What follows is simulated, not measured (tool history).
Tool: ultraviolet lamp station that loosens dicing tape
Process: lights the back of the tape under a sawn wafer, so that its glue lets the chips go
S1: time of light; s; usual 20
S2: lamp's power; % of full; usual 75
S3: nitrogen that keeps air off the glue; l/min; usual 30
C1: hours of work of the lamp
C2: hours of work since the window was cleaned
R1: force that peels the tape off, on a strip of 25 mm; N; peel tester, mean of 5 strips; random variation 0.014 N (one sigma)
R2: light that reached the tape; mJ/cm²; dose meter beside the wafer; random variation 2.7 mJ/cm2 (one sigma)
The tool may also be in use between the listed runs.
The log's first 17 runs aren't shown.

Run 18, day 17.079: usual settings but S1 38 s, S2 65 % of full, S3 34 l/min; C1 495; C2 210. Result: R1 0.313 N, R2 528 mJ/cm².
Run 19, day 18.296: usual settings but S1 11 s; C1 510; C2 225. Result: R1 2.613 N, R2 172 mJ/cm².
Run 20, day 19.679: usual settings but S2 63 % of full; C1 527; C2 242. Result: R1 1.372 N, R2 261 mJ/cm².
Run 21, day 20.4: usual settings but S2 63 % of full; C1 536; C2 251. Result: R1 1.321 N, R2 263 mJ/cm².
Run 22, day 21.283: usual settings but S2 95 % of full; C1 547; C2 262. Result: R1 0.59 N, R2 400 mJ/cm².
At day 21.396: window cleaned of glue's vapour.
Run 23, day 22.546: usual settings but S1 36 s, S2 69 % of full, S3 10 l/min; C1 562; C2 14. Result: R1 0.715 N, R2 510 mJ/cm².
Run 24, day 23.567: usual settings but S1 12 s, S2 99 % of full, S3 11 l/min; C1 575; C2 27. Result: R1 2.65 N, R2 246 mJ/cm².
Run 25, day 24.267: usual settings but S1 19 s, S2 99 % of full, S3 14 l/min; C1 583; C2 35. Result: R1 1.033 N, R2 382 mJ/cm².
Run 26, day 25.554: usual settings but S2 84 % of full, S3 28 l/min; C1 599; C2 51. Result: R1 0.824 N, R2 343 mJ/cm².
Run 27, day 26.654: usual settings but S1 11 s, S2 73 % of full, S3 40 l/min; C1 613; C2 65. Result: R1 2.719 N, R2 167 mJ/cm².
At day 27.7: window cleaned of glue's vapour, once more.
Run 28, day 27.946: usual settings but S3 47 l/min; C1 628; C2 3. Result: R1 0.762 N, R2 318 mJ/cm².
Run 29, day 28.592: usual settings but S1 11 s, S2 73 % of full; C1 636; C2 11. Result: R1 2.671 N, R2 166 mJ/cm².
Run 30, day 29.192: usual settings but S1 38 s, S2 69 % of full; C1 644; C2 18. Result: R1 0.307 N, R2 547 mJ/cm².
Run 31, day 30.05: usual settings but S1 38 s, S2 69 % of full; C1 654; C2 29. Result: R1 0.326 N, R2 546 mJ/cm².
Run 32, day 31.258: usual settings but S1 38 s, S2 69 % of full; C1 669; C2 44. Result: R1 0.336 N, R2 544 mJ/cm².
Run 33, day 32.142: usual settings but S1 27 s, S2 63 % of full; C1 680; C2 55. Result: R1 0.803 N, R2 355 mJ/cm².
Run 34, day 32.95: usual settings but S1 38 s, S2 83 % of full; C1 690; C2 65. Result: R1 0.255 N, R2 643 mJ/cm².
Run 35, day 33.883: usual settings but S1 38 s, S2 83 % of full; C1 701; C2 76. Result: R1 0.274 N, R2 641 mJ/cm².
Run 36, day 34.779: usual settings but S1 38 s, S2 83 % of full; C1 712; C2 87. Result: R1 0.252 N, R2 644 mJ/cm².
Run 37, day 35.446: usual settings but S1 24 s, S2 83 % of full, S3 14 l/min; C1 721; C2 95. Result: R1 0.941 N, R2 402 mJ/cm².
Run 38, day 36.246: usual settings but S1 17 s, S2 85 % of full, S3 32 l/min; C1 730; C2 105. Result: R1 1.142 N, R2 290 mJ/cm².
Run 39, day 37.454: usual settings but S2 81 % of full, S3 11 l/min; C1 745; C2 120. Result: R1 1.755 N, R2 327 mJ/cm².
Run 40, day 38.55: usual settings but S2 81 % of full, S3 11 l/min; C1 759; C2 133. Result: R1 1.65 N, R2 323 mJ/cm².
Run 41, day 39.838: usual settings but S1 15 s; C1 775; C2 149. Result: R1 1.904 N, R2 223 mJ/cm².
Run 42, day 40.412: usual settings but S1 21 s, S3 54 l/min; C1 782; C2 156. Result: R1 0.739 N, R2 309 mJ/cm².

Forecast each of these 5 alternatives for the next run:
Run A, day 40.971: usual settings but S1 17 s, S3 40 l/min; C1 788; C2 163. Result: R1 ?, R2 ?.
Run B, day 40.971: usual settings but S2 82 % of full; C1 788; C2 163. Result: R1 ?, R2 ?.
Run C, day 40.971: usual settings but S2 86 % of full; C1 788; C2 163. Result: R1 ?, R2 ?.
Run D, day 40.971: usual settings but S1 17 s, S3 54 l/min; C1 788; C2 163. Result: R1 ?, R2 ?.
Run E, day 40.971: usual settings but S1 12 s, S2 94 % of full, S3 19 l/min; C1 788; C2 163. Result: R1 ?, R2 ?.

run     R1   R2
  A  1.323  254
  B  0.922  323
  C  0.832  340
  D  1.172  248
  E  2.308  221
Without the tool's hidden state the same runs would have given:
run     R1   R2
  A  0.808  323
  B  0.547  411
  C  0.493  432
  D  0.704  317
  E  1.553  281
